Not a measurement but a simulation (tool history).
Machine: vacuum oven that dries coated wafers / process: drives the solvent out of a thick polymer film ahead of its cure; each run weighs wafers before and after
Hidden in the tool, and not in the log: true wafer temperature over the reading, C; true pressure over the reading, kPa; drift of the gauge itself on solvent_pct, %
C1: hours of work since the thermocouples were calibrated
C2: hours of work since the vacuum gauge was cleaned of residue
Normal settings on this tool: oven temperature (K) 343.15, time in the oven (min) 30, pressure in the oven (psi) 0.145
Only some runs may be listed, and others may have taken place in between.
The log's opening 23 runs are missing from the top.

{"run": 24, "day": 20.533, "oven temperature (K)": 348.15, "time in the oven (min)": 37, "pressure in the oven (psi)": 0.468, "C1": 759, "C2": 908, "solvent left in the film (%)": 1.15}
{"run": 25, "day": 21.15, "oven temperature (K)": 329.15, "time in the oven (min)": 21, "pressure in the oven (psi)": 0.119, "C1": 767, "C2": 916, "solvent left in the film (%)": 9.64}
{"run": 26, "day": 22.0, "oven temperature (K)": 339.15, "time in the oven (min)": 38, "pressure in the oven (psi)": 0.384, "C1": 778, "C2": 927, "solvent left in the film (%)": 2.76}
{"run": 27, "day": 22.792, "oven temperature (K)": 331.15, "time in the oven (min)": 44, "pressure in the oven (psi)": 0.145, "C1": 788, "C2": 938, "solvent left in the film (%)": 4.96}
{"run": 28, "day": 23.962, "oven temperature (K)": 334.15, "time in the oven (min)": 26, "pressure in the oven (psi)": 0.371, "C1": 803, "C2": 953, "solvent left in the film (%)": 6.87}
{"run": 29, "day": 25.192, "oven temperature (K)": 334.15, "time in the oven (min)": 26, "pressure in the oven (psi)": 0.371, "C1": 819, "C2": 969, "solvent left in the film (%)": 6.74}
{"run": 30, "day": 25.962, "oven temperature (K)": 353.15, "time in the oven (min)": 26, "pressure in the oven (psi)": 0.307, "C1": 829, "C2": 978, "solvent left in the film (%)": 0.65}
{"run": 31, "day": 27.217, "oven temperature (K)": 330.15, "time in the oven (min)": 30, "pressure in the oven (psi)": 0.17, "C1": 845, "C2": 995, "solvent left in the film (%)": 7.48}
{"run": 32, "day": 27.854, "oven temperature (K)": 345.15, "time in the oven (min)": 20, "pressure in the oven (psi)": 0.17, "C1": 854, "C2": 1003, "solvent left in the film (%)": 2.75}
{"run": 33, "day": 29.05, "oven temperature (K)": 343.15, "time in the oven (min)": 15, "pressure in the oven (psi)": 0.455, "C1": 869, "C2": 1018, "solvent left in the film (%)": 5.46}
{"run": 34, "day": 29.688, "oven temperature (K)": 342.15, "time in the oven (min)": 27, "pressure in the oven (psi)": 0.493, "C1": 877, "C2": 1026, "solvent left in the film (%)": 3.26}
{"run": 35, "day": 30.821, "oven temperature (K)": 342.15, "time in the oven (min)": 27, "pressure in the oven (psi)": 0.493, "C1": 892, "C2": 1041, "solvent left in the film (%)": 3.27}
{"run": 36, "day": 31.562, "oven temperature (K)": 342.15, "time in the oven (min)": 18, "pressure in the oven (psi)": 0.532, "C1": 901, "C2": 1051, "solvent left in the film (%)": 5.15}
{"run": 37, "day": 32.212, "oven temperature (K)": 357.15, "time in the oven (min)": 33, "pressure in the oven (psi)": 0.532, "C1": 910, "C2": 1059, "solvent left in the film (%)": 0.76}

Alternative continuations, all from the tool just after run 37; predict every row:
{"run": "A", "day": 33.138, "oven temperature (K)": 340.15, "time in the oven (min)": 33, "pressure in the oven (psi)": 0.08, "C1": 922, "C2": 1071, "solvent left in the film (%)": "?"}
{"run": "B", "day": 33.138, "oven temperature (K)": 331.15, "time in the oven (min)": 39, "pressure in the oven (psi)": 0.482, "C1": 922, "C2": 1071, "solvent left in the film (%)": "?"}
{"run": "C", "day": 33.138, "oven temperature (K)": 343.15, "time in the oven (min)": 19, "pressure in the oven (psi)": 0.103, "C1": 922, "C2": 1071, "solvent left in the film (%)": "?"}
{"run": "D", "day": 33.138, "oven temperature (K)": 331.15, "time in the oven (min)": 15, "pressure in the oven (psi)": 0.145, "C1": 922, "C2": 1071, "solvent left in the film (%)": "?"}
{"run": "E", "day": 33.138, "oven temperature (K)": 343.15, "time in the oven (min)": 27, "pressure in the oven (psi)": 0.145, "C1": 922, "C2": 1071, "solvent left in the film (%)": "?"}

run=A solvent_left_in_the_film_(%)=2.21
run=B solvent_left_in_the_film_(%)=6.55
run=C solvent_left_in_the_film_(%)=3.62
run=D solvent_left_in_the_film_(%)=10.25
run=E solvent_left_in_the_film_(%)=2.14
Take away the tool's hidden state, keep each run's random variation, and the runs would have read:
run=A solvent_left_in_the_film_(%)=2.46
run=B solvent_left_in_the_film_(%)=6.94
run=C solvent_left_in_the_film_(%)=3.97
run=D solvent_left_in_the_film_(%)=10.56
run=E solvent_left_in_the_film_(%)=2.38
